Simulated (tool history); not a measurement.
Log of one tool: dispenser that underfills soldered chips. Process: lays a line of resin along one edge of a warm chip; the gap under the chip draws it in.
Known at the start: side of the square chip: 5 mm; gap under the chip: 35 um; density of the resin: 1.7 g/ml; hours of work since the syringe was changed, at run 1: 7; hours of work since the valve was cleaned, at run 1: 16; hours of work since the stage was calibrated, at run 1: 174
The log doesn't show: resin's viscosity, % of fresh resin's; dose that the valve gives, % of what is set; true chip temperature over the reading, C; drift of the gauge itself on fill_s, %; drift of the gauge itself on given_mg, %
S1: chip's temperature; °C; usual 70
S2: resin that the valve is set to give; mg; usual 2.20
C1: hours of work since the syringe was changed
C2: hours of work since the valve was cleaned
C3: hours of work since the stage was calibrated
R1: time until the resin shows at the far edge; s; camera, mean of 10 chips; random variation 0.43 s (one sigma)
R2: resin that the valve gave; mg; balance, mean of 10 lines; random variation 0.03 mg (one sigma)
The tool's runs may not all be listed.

run,day,S1,S2,C1,C2,C3,R1,R2
1,0.000,70,2.20,7,16,174,55.8,2.21
2,0.258,70,2.20,12,20,179,80.7,2.14
# day 0.296: new syringe of resin
3,0.512,70,2.20,3,24,182,40.3,2.13
4,0.742,70,2.20,7,28,186,57.1,2.14
5,0.938,79,2.20,10,31,189,49.2,2.14
# day 1.054: new syringe of resin
6,1.158,79,2.20,2,34,192,24.2,2.15
7,1.283,79,2.25,4,36,194,28.7,2.21
8,1.583,70,2.20,8,41,199,65.8,2.07
# day 1.804: new syringe of resin
9,1.879,70,2.20,1,46,204,34.5,2.13
10,2.175,70,2.20,6,50,209,49.7,2.11
11,2.342,70,2.20,9,53,211,63.9,2.08
# day 2.562: new syringe of resin
12,2.571,70,2.20,0,56,215,30.7,2.07
13,2.708,83,2.83,2,59,217,21.3,2.68
14,2.875,73,2.07,5,61,220,41.7,2.02
15,3.183,78,2.70,10,66,224,49.1,2.63
# day 3.308: new syringe of resin
16,3.408,78,2.70,2,70,228,23.2,2.55
17,3.558,70,2.36,4,72,230,42.9,2.19
18,3.808,70,2.36,8,76,234,60.6,2.23
19,4.004,60,2.03,11,79,237,127.8,1.88
# day 4.067: new syringe of resin
20,4.292,81,1.98,4,84,242,27.4,1.82
21,4.558,70,2.64,8,88,246,59.9,2.46
22,4.683,70,2.64,10,90,248,69.3,2.45
# day 4.829: new syringe of resin
23,4.988,70,2.64,3,94,253,37.3,2.39
24,5.142,70,2.64,5,97,255,45.9,2.39

4 ways to go on from here, each from the tool as it stands after run 24. What would each give?
A,5.346,65,2.00,8,100,258,?,?
B,5.346,70,2.58,8,100,258,?,?
C,5.346,75,2.19,8,100,258,?,?
D,5.346,70,2.05,8,100,258,?,?

run,R1,R2
A,80.9,1.86
B,60.3,2.25
C,49.6,1.99
D,64.7,1.82
Without the tool's hidden state the same runs would have given:
run,R1,R2
A,40.0,2.04
B,30.8,2.48
C,24.6,2.18
D,32.2,2.00
